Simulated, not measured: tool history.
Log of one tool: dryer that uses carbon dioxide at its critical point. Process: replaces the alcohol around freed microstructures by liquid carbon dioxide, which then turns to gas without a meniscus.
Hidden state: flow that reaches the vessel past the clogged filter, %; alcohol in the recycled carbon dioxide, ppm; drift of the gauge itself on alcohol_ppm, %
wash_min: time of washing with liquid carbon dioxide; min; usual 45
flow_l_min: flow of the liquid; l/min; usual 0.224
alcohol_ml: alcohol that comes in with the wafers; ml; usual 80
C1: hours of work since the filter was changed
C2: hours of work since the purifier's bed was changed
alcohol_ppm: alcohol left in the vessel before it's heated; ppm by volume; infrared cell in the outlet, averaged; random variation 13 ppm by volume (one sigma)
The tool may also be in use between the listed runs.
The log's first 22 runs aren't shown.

{"run": 23, "hour": 685.5, "wash_min": 46, "flow_l_min": 0.224, "alcohol_ml": 80, "C1": 206, "C2": 744, "alcohol_ppm": 1205}
{"hour": 703.2, "done": "inlet filter changed"}
{"run": 24, "hour": 733.3, "wash_min": 46, "flow_l_min": 0.224, "alcohol_ml": 80, "C1": 9, "C2": 758, "alcohol_ppm": 884}
{"run": 25, "hour": 777.4, "wash_min": 34, "flow_l_min": 0.161, "alcohol_ml": 44, "C1": 22, "C2": 772, "alcohol_ppm": 2886}
{"run": 26, "hour": 798.4, "wash_min": 34, "flow_l_min": 0.161, "alcohol_ml": 44, "C1": 29, "C2": 778, "alcohol_ppm": 2856}
{"run": 27, "hour": 817.3, "wash_min": 35, "flow_l_min": 0.322, "alcohol_ml": 85, "C1": 34, "C2": 784, "alcohol_ppm": 730}
{"run": 28, "hour": 841.4, "wash_min": 45, "flow_l_min": 0.218, "alcohol_ml": 80, "C1": 41, "C2": 791, "alcohol_ppm": 1139}
{"run": 29, "hour": 877.4, "wash_min": 27, "flow_l_min": 0.163, "alcohol_ml": 88, "C1": 52, "C2": 802, "alcohol_ppm": 8549}
{"run": 30, "hour": 916.5, "wash_min": 27, "flow_l_min": 0.182, "alcohol_ml": 88, "C1": 64, "C2": 813, "alcohol_ppm": 7224}
{"run": 31, "hour": 956.8, "wash_min": 45, "flow_l_min": 0.249, "alcohol_ml": 50, "C1": 76, "C2": 825, "alcohol_ppm": 514}
{"run": 32, "hour": 997.7, "wash_min": 64, "flow_l_min": 0.224, "alcohol_ml": 43, "C1": 88, "C2": 838, "alcohol_ppm": 244}
{"run": 33, "hour": 1028.6, "wash_min": 64, "flow_l_min": 0.296, "alcohol_ml": 97, "C1": 98, "C2": 847, "alcohol_ppm": 173}
{"run": 34, "hour": 1051.2, "wash_min": 64, "flow_l_min": 0.253, "alcohol_ml": 47, "C1": 104, "C2": 854, "alcohol_ppm": 198}
{"run": 35, "hour": 1073.0, "wash_min": 29, "flow_l_min": 0.224, "alcohol_ml": 90, "C1": 111, "C2": 860, "alcohol_ppm": 4349}
{"run": 36, "hour": 1113.5, "wash_min": 67, "flow_l_min": 0.224, "alcohol_ml": 79, "C1": 123, "C2": 872, "alcohol_ppm": 316}
{"run": 37, "hour": 1147.2, "wash_min": 33, "flow_l_min": 0.328, "alcohol_ml": 35, "C1": 133, "C2": 883, "alcohol_ppm": 505}
{"run": 38, "hour": 1179.5, "wash_min": 44, "flow_l_min": 0.327, "alcohol_ml": 118, "C1": 143, "C2": 892, "alcohol_ppm": 490}
{"run": 39, "hour": 1225.0, "wash_min": 44, "flow_l_min": 0.327, "alcohol_ml": 118, "C1": 157, "C2": 906, "alcohol_ppm": 492}
{"run": 40, "hour": 1271.5, "wash_min": 61, "flow_l_min": 0.224, "alcohol_ml": 80, "C1": 171, "C2": 920, "alcohol_ppm": 481}
{"run": 41, "hour": 1306.5, "wash_min": 45, "flow_l_min": 0.139, "alcohol_ml": 80, "C1": 181, "C2": 930, "alcohol_ppm": 4685}
{"run": 42, "hour": 1345.1, "wash_min": 45, "flow_l_min": 0.139, "alcohol_ml": 80, "C1": 193, "C2": 942, "alcohol_ppm": 4652}
{"run": 43, "hour": 1373.9, "wash_min": 45, "flow_l_min": 0.282, "alcohol_ml": 34, "C1": 201, "C2": 951, "alcohol_ppm": 363}
{"hour": 1406.2, "done": "inlet filter changed"}
{"run": 44, "hour": 1419.7, "wash_min": 28, "flow_l_min": 0.175, "alcohol_ml": 80, "C1": 4, "C2": 964, "alcohol_ppm": 6525}
{"run": 45, "hour": 1462.2, "wash_min": 43, "flow_l_min": 0.239, "alcohol_ml": 96, "C1": 17, "C2": 977, "alcohol_ppm": 1141}
{"run": 46, "hour": 1500.8, "wash_min": 66, "flow_l_min": 0.379, "alcohol_ml": 80, "C1": 28, "C2": 988, "alcohol_ppm": 147}
{"run": 47, "hour": 1540.4, "wash_min": 63, "flow_l_min": 0.379, "alcohol_ml": 38, "C1": 40, "C2": 1000, "alcohol_ppm": 152}

Forecast each of these 4 alternatives for the next run:
{"run": "A", "hour": 1562.1, "wash_min": 63, "flow_l_min": 0.379, "alcohol_ml": 42, "C1": 47, "C2": 1007, "alcohol_ppm": "?"}
{"run": "B", "hour": 1562.1, "wash_min": 49, "flow_l_min": 0.218, "alcohol_ml": 80, "C1": 47, "C2": 1007, "alcohol_ppm": "?"}
{"run": "C", "hour": 1562.1, "wash_min": 30, "flow_l_min": 0.373, "alcohol_ml": 32, "C1": 47, "C2": 1007, "alcohol_ppm": "?"}
{"run": "D", "hour": 1562.1, "wash_min": 54, "flow_l_min": 0.224, "alcohol_ml": 80, "C1": 47, "C2": 1007, "alcohol_ppm": "?"}

run=A alcohol_ppm=146
run=B alcohol_ppm=887
run=C alcohol_ppm=398
run=D alcohol_ppm=577
Without the tool's hidden state the same runs would have given:
run=A alcohol_ppm=0
run=B alcohol_ppm=657
run=C alcohol_ppm=219
run=D alcohol_ppm=376
